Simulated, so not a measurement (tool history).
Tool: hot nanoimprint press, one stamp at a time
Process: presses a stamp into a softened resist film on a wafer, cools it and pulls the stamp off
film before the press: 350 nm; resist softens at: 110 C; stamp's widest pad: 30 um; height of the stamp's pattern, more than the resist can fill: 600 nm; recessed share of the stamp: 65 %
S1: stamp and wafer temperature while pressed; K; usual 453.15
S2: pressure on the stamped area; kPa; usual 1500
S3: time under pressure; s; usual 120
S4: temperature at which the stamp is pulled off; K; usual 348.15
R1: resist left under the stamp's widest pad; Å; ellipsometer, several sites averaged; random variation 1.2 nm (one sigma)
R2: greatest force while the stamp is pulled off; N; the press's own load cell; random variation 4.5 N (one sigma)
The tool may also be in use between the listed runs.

run	hour	S1	S2	S3	S4	R1	R2
1	0	453.15	1500	120	348.15	1933	232
2	14.4	453.15	1500	120	348.15	1924	234
3	35.1	453.15	1500	120	348.15	1929	224
4	54.2	453.15	1500	120	345.15	1920	237
5	68.5	453.15	1500	120	338.15	1948	254
6	88.9	453.15	1500	120	339.15	1928	250
7	102.4	453.15	1500	120	339.15	1927	239
8	118.4	453.15	1500	120	339.15	1938	254
9	128.7	453.15	1500	135	348.15	1859	229
# hour 132.9: plate thermocouple calibrated
10	145.7	453.15	1500	135	348.15	1876	236
11	155.1	453.15	1500	135	348.15	1894	241
12	175.6	456.15	1500	120	348.15	1753	232
# hour 181.4: plate thermocouple calibrated, once more
13	201.5	456.15	1500	120	346.15	1683	243
14	218.2	456.15	1500	120	346.15	1654	237
15	234.8	456.15	1140	155	346.15	1704	229
16	256.5	456.15	1140	155	346.15	1716	242
17	278.3	456.15	1140	73	342.15	2218	254
18	301.5	453.15	2310	120	348.15	1610	250
19	316.5	453.15	1980	127	348.15	1685	238
20	328.1	451.15	1500	120	348.15	2064	242
21	342.8	453.15	1500	120	356.15	1915	227
22	352.2	451.15	1410	212	356.15	1757	220
23	361.7	455.15	1410	212	356.15	1469	236

The same runs without the tool's hidden state, with the same run-to-run variation:
The hidden state here: true temperature over the reading, C; pressure that arrives at the usual setting, %; grip of the stamp's worn release coat, % over a new coat's; drift of the gauge itself on residual_nm, %; drift of the gauge itself on pull_off_n, %.
run	R1	R2
1	1905	223
2	1893	223
3	1894	213
4	1883	225
5	1908	239
6	1885	235
7	1882	224
8	1891	237
9	1810	213
10	1804	219
11	1820	223
12	1680	213
13	1680	225
14	1649	218
15	1700	210
16	1710	221
17	2208	231
18	1583	226
19	1660	214
20	2042	218
21	1891	203
22	1733	196
23	1446	210
